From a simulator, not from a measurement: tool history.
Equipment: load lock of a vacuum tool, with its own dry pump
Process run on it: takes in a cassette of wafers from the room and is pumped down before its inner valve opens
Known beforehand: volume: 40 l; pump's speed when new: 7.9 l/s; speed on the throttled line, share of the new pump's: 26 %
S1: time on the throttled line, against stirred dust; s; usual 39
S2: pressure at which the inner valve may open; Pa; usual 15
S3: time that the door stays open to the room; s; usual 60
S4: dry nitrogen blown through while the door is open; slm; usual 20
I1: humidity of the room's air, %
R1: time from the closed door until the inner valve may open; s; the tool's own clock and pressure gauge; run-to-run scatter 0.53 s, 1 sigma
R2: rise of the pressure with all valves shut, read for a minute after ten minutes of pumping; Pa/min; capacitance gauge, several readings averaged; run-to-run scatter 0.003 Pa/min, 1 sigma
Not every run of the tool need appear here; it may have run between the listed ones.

Run 1, hour 0: usual settings; I1 44.1. Result: R1 83.1 s, R2 0.077 Pa/min.
Run 2, hour 483.5: usual settings; I1 45.2. Result: R1 82.2 s, R2 0.085 Pa/min.
Run 3, hour 810.1: usual settings; I1 47.1. Result: R1 82.4 s, R2 0.085 Pa/min.
Run 4, hour 1191.4: usual settings but S1 40 s; I1 43.2. Result: R1 83.7 s, R2 0.079 Pa/min.
Run 5, hour 1700: usual settings but S4 9 slm; I1 43.5. Result: R1 83.9 s, R2 0.098 Pa/min.
Run 6, hour 2097.9: usual settings but S4 9 slm; I1 42.7. Result: R1 83.9 s, R2 0.1 Pa/min.
Run 7, hour 2355.8: usual settings but S3 175 s, S4 9 slm; I1 44. Result: R1 84.4 s, R2 0.127 Pa/min.
At hour 2803.5: dry pump taken out, an overhauled one fitted.
Run 8, hour 2846.9: usual settings; I1 45.9. Result: R1 74.6 s, R2 0.093 Pa/min.
Run 9, hour 3281.2: usual settings; I1 45.2. Result: R1 74.2 s, R2 0.093 Pa/min.
Run 10, hour 3606.1: usual settings; I1 45. Result: R1 74.2 s, R2 0.092 Pa/min.
Run 11, hour 3898.5: usual settings; I1 45.5. Result: R1 74.1 s, R2 0.097 Pa/min.
Run 12, hour 4230: usual settings; I1 46.4. Result: R1 73.6 s, R2 0.098 Pa/min.
Run 13, hour 4695.7: usual settings; I1 46.3. Result: R1 74.9 s, R2 0.101 Pa/min.
Run 14, hour 5080.3: usual settings; I1 44.3. Result: R1 75.2 s, R2 0.104 Pa/min.
Run 15, hour 5603.6: usual settings; I1 46.9. Result: R1 75.6 s, R2 0.106 Pa/min.
Run 16, hour 5888.3: usual settings; I1 42.5. Result: R1 74.2 s, R2 0.104 Pa/min.
Run 17, hour 6472.6: usual settings; I1 44.1. Result: R1 75 s, R2 0.113 Pa/min.
Run 18, hour 7020.2: usual settings but S4 41 slm; I1 46. Result: R1 75.1 s, R2 0.105 Pa/min.
Run 19, hour 7404: usual settings but S1 31 s, S4 41 slm; I1 43.8. Result: R1 70.1 s, R2 0.104 Pa/min.
Run 20, hour 7853: usual settings; I1 43.8. Result: R1 76 s, R2 0.12 Pa/min.
Run 21, hour 8370.9: usual settings but S3 44 s, S4 5 slm; I1 42.4. Result: R1 75.8 s, R2 0.123 Pa/min.
Run 22, hour 8773.7: usual settings but S2 12 Pa, S3 44 s, S4 5 slm; I1 41.8. Result: R1 76.8 s, R2 0.134 Pa/min.
Run 23, hour 9301.8: usual settings but S2 14 Pa, S3 58 s; I1 46.7. Result: R1 77.4 s, R2 0.129 Pa/min.
Run 24, hour 9757.3: usual settings but S2 14 Pa, S3 58 s; I1 45.4. Result: R1 76.8 s, R2 0.131 Pa/min.
Run 25, hour 10276.4: usual settings but S1 21 s, S2 14 Pa, S3 119 s, S4 6 slm; I1 46.2. Result: R1 65.4 s, R2 0.168 Pa/min.
Run 26, hour 10565.5: usual settings but S1 21 s, S2 14 Pa, S3 119 s, S4 6 slm; I1 46.3. Result: R1 64.6 s, R2 0.171 Pa/min.
Run 27, hour 10971.8: usual settings but S1 30 s, S2 27 Pa, S3 32 s, S4 29 slm; I1 38.8. Result: R1 67 s, R2 0.122 Pa/min.
Run 28, hour 11243.3: usual settings but S1 30 s, S2 27 Pa, S3 32 s, S4 18 slm; I1 43.3. Result: R1 67.7 s, R2 0.131 Pa/min.
Run 29, hour 11528.8: usual settings but S1 58 s, S4 22 slm; I1 44.1. Result: R1 90.9 s, R2 0.14 Pa/min.
Run 30, hour 11942.1: usual settings but S1 58 s, S2 11 Pa, S4 22 slm; I1 47.7. Result: R1 93.1 s, R2 0.138 Pa/min.
Run 31, hour 12431.2: usual settings but S1 25 s, S2 27 Pa, S4 22 slm; I1 44.8. Result: R1 64.8 s, R2 0.14 Pa/min.
Run 32, hour 12826.7: usual settings but S1 25 s, S2 27 Pa, S4 22 slm; I1 44.5. Result: R1 64.8 s, R2 0.147 Pa/min.
Run 33, hour 13171.8: usual settings but S3 31 s; I1 48.5. Result: R1 78.6 s, R2 0.148 Pa/min.

Alternative continuations, all from the tool just after run 33; predict every row:
Run A, hour 13454.5: usual settings but S1 43 s, S2 22 Pa, S3 31 s, S4 4 slm; I1 43.7. Result: R1 ?, R2 ?.
Run B, hour 13454.5: usual settings but S1 30 s, S3 31 s; I1 43.9. Result: R1 ?, R2 ?.
Run C, hour 13454.5: usual settings but S1 45 s, S2 30 Pa, S4 17 slm; I1 44.5. Result: R1 ?, R2 ?.
Run D, hour 13454.5: usual settings but S3 36 s; I1 46.9. Result: R1 ?, R2 ?.
Run E, hour 13454.5: usual settings but S1 25 s, S2 23 Pa, S4 13 slm; I1 47.4. Result: R1 ?, R2 ?.

run    R1     R2
  A    80  0.162
  B  72.5  0.145
  C  78.7  0.151
  D  77.8  0.149
  E  66.1  0.164
The same runs, with their run-to-run variation unchanged, on a tool lacking any hidden condition would have given:
run    R1     R2
  A  75.5  0.051
  B  67.4  0.034
  C  74.6  0.042
  D  73.1  0.037
  E  61.1  0.056
